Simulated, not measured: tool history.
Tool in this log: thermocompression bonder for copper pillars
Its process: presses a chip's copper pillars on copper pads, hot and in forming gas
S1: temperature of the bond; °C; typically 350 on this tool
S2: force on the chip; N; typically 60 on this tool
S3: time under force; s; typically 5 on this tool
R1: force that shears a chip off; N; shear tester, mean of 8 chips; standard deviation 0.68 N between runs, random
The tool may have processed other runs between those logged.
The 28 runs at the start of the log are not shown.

run 29 day=35.171 | S1=335 S2=60 S3=5 | R1=38.5
run 30 day=36.679 | S1=335 S2=60 S3=5 | R1=37.9
run 31 day=37.758 | S1=335 S2=60 S3=5 | R1=38.9
run 32 day=38.521 | S1=335 S2=60 S3=5 | R1=37.1
run 33 day=40.092 | S1=366 S2=50 S3=4 | R1=45.7
run 34 day=41.454 | S1=360 S2=40 S3=4 | R1=33.9
run 35 day=42.633 | S1=360 S2=40 S3=4 | R1=33.7
run 36 day=43.475 | S1=360 S2=40 S3=4 | R1=34.1
run 37 day=44.562 | S1=348 S2=60 S3=4 | R1=40.4
run 38 day=45.379 | S1=348 S2=60 S3=4 | R1=41.1
run 39 day=46.575 | S1=353 S2=67 S3=4 | R1=48.5
run 40 day=47.833 | S1=353 S2=67 S3=4 | R1=48.4
run 41 day=48.733 | S1=335 S2=67 S3=4 | R1=38.4

3 ways to go on from here, each from the tool as it stands after run 41. What would each give?
run A day=50.088 | S1=335 S2=60 S3=3 | R1=?
run B day=50.088 | S1=370 S2=86 S3=14 | R1=?
run C day=50.088 | S1=335 S2=76 S3=3 | R1=?

run=A R1=30.1
run=B R1=97.1
run=C R1=37.4
Without the tool's hidden state the same runs would have given:
run=A R1=30.4
run=B R1=97.7
run=C R1=37.7
